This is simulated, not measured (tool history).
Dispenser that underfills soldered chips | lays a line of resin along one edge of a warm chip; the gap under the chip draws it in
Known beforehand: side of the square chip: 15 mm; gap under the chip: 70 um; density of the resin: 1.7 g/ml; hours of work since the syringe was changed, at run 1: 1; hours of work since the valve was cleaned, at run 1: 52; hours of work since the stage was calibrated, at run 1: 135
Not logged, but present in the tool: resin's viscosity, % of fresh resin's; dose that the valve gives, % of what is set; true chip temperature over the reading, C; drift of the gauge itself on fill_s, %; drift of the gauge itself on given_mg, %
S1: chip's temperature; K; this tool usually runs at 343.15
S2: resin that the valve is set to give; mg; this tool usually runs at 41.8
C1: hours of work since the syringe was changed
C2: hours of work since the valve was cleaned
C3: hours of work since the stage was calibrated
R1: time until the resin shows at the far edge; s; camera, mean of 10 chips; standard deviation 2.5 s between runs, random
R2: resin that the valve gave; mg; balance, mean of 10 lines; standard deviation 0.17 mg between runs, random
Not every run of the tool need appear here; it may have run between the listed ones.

run	hour	S1	S2	C1	C2	C3	R1	R2
1	0	343.15	41.8	1	52	135	277.4	39.84
2	4.1	343.15	41.8	4	55	138	346.9	39.87
# hour 7: new syringe of resin
3	10.3	343.15	41.8	3	60	142	308.3	39.72
# hour 15.8: new syringe of resin
4	17.4	335.15	41.8	1	65	148	382	39.43
5	23.4	335.15	50.6	6	70	152	529.9	47.44
# hour 24.3: new syringe of resin
6	28.2	343.15	41.8	3	73	156	325	39.2
# hour 32.8: new syringe of resin
7	32.8	344.15	39	0	77	159	251.7	36.24
8	38.5	344.15	39	4	81	164	343.5	36.06
# hour 41.7: new syringe of resin
9	45.4	344.15	39	3	86	169	316	36.2
# hour 50.4: new syringe of resin
10	54.1	334.15	41.8	3	93	175	463.6	38.34
11	58	335.15	40.7	6	96	178	562.5	37.35

Entry by entry between the runs, the difference in hidden state between the last listed run before and the first listed run after:
From run 2 to run 3: new syringe of resin (hour 7)
  resin's viscosity, % of fresh resin's: 134.6 -> 119.5; dose that the valve gives, % of what is set: 95.13 -> 94.76; true chip temperature over the reading, C: -0.32 -> -0.34
  what was measured, less what the result would be without the hidden state, R1: +94.4 -> +55.8 s; R2: -2.04 -> -2.2 mg
From run 3 to run 4: new syringe of resin (hour 15.8)
  resin's viscosity, % of fresh resin's: 119.5 -> 107.5; dose that the valve gives, % of what is set: 94.76 -> 94.36; true chip temperature over the reading, C: -0.34 -> -0.37
  what was measured, less what the result would be without the hidden state, R1: +55.8 -> +35.2 s; R2: -2.2 -> -2.36 mg
From run 5 to run 6: new syringe of resin (hour 24.3)
  resin's viscosity, % of fresh resin's: 150.3 -> 125.4; dose that the valve gives, % of what is set: 93.96 -> 93.66; true chip temperature over the reading, C: -0.39 -> -0.4
  what was measured, less what the result would be without the hidden state, R1: +184.2 -> +72.7 s; R2: -3.05 -> -2.66 mg
From run 6 to run 7: new syringe of resin (hour 32.8)
  resin's viscosity, % of fresh resin's: 125.4 -> 99.1; dose that the valve gives, % of what is set: 93.66 -> 93.36; true chip temperature over the reading, C: -0.4 -> -0.42
  what was measured, less what the result would be without the hidden state, R1: +72.7 -> +5.4 s; R2: -2.66 -> -2.58 mg
From run 8 to run 9: new syringe of resin (hour 41.7)
  resin's viscosity, % of fresh resin's: 136.7 -> 124.8; dose that the valve gives, % of what is set: 92.98 -> 92.51; true chip temperature over the reading, C: -0.44 -> -0.46
  what was measured, less what the result would be without the hidden state, R1: +100.5 -> +71.6 s; R2: -2.72 -> -2.93 mg
From run 9 to run 10: new syringe of resin (hour 50.4)
  resin's viscosity, % of fresh resin's: 124.8 -> 122.8; dose that the valve gives, % of what is set: 92.51 -> 91.94; true chip temperature over the reading, C: -0.46 -> -0.49
  what was measured, less what the result would be without the hidden state, R1: +71.6 -> +98.8 s; R2: -2.93 -> -3.37 mg
